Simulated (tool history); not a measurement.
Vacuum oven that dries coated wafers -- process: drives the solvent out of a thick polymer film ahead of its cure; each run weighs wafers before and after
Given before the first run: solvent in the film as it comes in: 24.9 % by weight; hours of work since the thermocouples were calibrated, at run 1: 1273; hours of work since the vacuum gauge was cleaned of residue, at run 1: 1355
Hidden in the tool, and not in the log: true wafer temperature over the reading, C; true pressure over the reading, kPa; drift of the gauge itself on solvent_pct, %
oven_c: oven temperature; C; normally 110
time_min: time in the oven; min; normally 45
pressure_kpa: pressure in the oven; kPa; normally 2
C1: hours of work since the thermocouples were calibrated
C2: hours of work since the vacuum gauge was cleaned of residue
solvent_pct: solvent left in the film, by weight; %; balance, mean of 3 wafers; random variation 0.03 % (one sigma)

Run 1, hour 0: usual settings; C1 1273; C2 1355. Result: solvent_pct 2.06 %.
Run 2, hour 51.9: usual settings; C1 1305; C2 1387. Result: solvent_pct 2.06 %.
Run 3, hour 114.7: usual settings but pressure_kpa 2.73 kPa; C1 1343; C2 1425. Result: solvent_pct 2.29 %.
Run 4, hour 176.7: usual settings but time_min 59 min, pressure_kpa 2.73 kPa; C1 1380; C2 1462. Result: solvent_pct 1.5 %.
Run 5, hour 212.3: usual settings but time_min 59 min, pressure_kpa 2.73 kPa; C1 1401; C2 1483. Result: solvent_pct 1.49 %.
Run 6, hour 283.7: usual settings; C1 1444; C2 1526. Result: solvent_pct 2 %.
Run 7, hour 333: usual settings but pressure_kpa 3.6 kPa; C1 1474; C2 1556. Result: solvent_pct 2.55 %.
Run 8, hour 386.8: usual settings but pressure_kpa 3.6 kPa; C1 1506; C2 1588. Result: solvent_pct 2.55 %.
Run 9, hour 423.2: usual settings but pressure_kpa 3.6 kPa; C1 1528; C2 1610. Result: solvent_pct 2.62 %.
Run 10, hour 456.8: usual settings but pressure_kpa 1.57 kPa; C1 1548; C2 1630. Result: solvent_pct 1.84 %.
Run 11, hour 520.6: usual settings but pressure_kpa 1.57 kPa; C1 1587; C2 1669. Result: solvent_pct 1.85 %.
Run 12, hour 554.8: usual settings but time_min 74 min; C1 1607; C2 1689. Result: solvent_pct 0.96 %.
Run 13, hour 592.3: usual settings but time_min 74 min; C1 1630; C2 1712. Result: solvent_pct 0.92 %.
At hour 627.1: oven's thermocouples calibrated.
Run 14, hour 635.9: usual settings but time_min 74 min; C1 5; C2 1737. Result: solvent_pct 0.92 %.
Run 15, hour 696.7: usual settings but pressure_kpa 3.8 kPa; C1 42; C2 1774. Result: solvent_pct 2.65 %.
Run 16, hour 745.5: usual settings but oven_c 122 C, pressure_kpa 2.01 kPa; C1 71; C2 1803. Result: solvent_pct 0.7 %.
Run 17, hour 788.5: usual settings but oven_c 122 C, pressure_kpa 2.01 kPa; C1 97; C2 1829. Result: solvent_pct 0.69 %.
Run 18, hour 844.6: usual settings but oven_c 112 C, time_min 32 min, pressure_kpa 4.87 kPa; C1 131; C2 1863. Result: solvent_pct 3.86 %.
Run 19, hour 899.2: usual settings but oven_c 108 C, time_min 57 min, pressure_kpa 2.53 kPa; C1 164; C2 1895. Result: solvent_pct 1.76 %.
Run 20, hour 949.7: usual settings but oven_c 108 C, time_min 57 min, pressure_kpa 2.53 kPa; C1 194; C2 1926. Result: solvent_pct 1.78 %.
Run 21, hour 994.5: usual settings but oven_c 123 C, time_min 47 min, pressure_kpa 2.53 kPa; C1 221; C2 1953. Result: solvent_pct 0.7 %.
Run 22, hour 1057.9: usual settings but oven_c 112 C, time_min 38 min, pressure_kpa 2.53 kPa; C1 259; C2 1991. Result: solvent_pct 2.41 %.
Run 23, hour 1102: usual settings but oven_c 111 C, time_min 53 min, pressure_kpa 3.02 kPa; C1 286; C2 2017. Result: solvent_pct 1.69 %.
Run 24, hour 1154.2: usual settings but oven_c 111 C, time_min 53 min, pressure_kpa 3.02 kPa; C1 317; C2 2049. Result: solvent_pct 1.71 %.
Run 25, hour 1209.8: usual settings but time_min 31 min; C1 351; C2 2082. Result: solvent_pct 3.72 %.
Run 26, hour 1244.2: usual settings but time_min 31 min; C1 371; C2 2103. Result: solvent_pct 3.7 %.
Run 27, hour 1281.1: usual settings but oven_c 100 C, time_min 58 min, pressure_kpa 5.98 kPa; C1 394; C2 2125. Result: solvent_pct 4.94 %.
Run 28, hour 1351.8: usual settings but oven_c 114 C; C1 436; C2 2168. Result: solvent_pct 1.38 %.
Run 29, hour 1401.3: usual settings but oven_c 95 C, time_min 26 min, pressure_kpa 4.34 kPa; C1 466; C2 2198. Result: solvent_pct 10.64 %.

Describe how what the log doesn't record of the tool's condition differs between the last listed run preceding each entry between runs and the first listed run following it.
Run 13 -> run 14: oven's thermocouples calibrated (hour 627.1)
  true wafer temperature over the reading, C: -0.05 -> -0.01
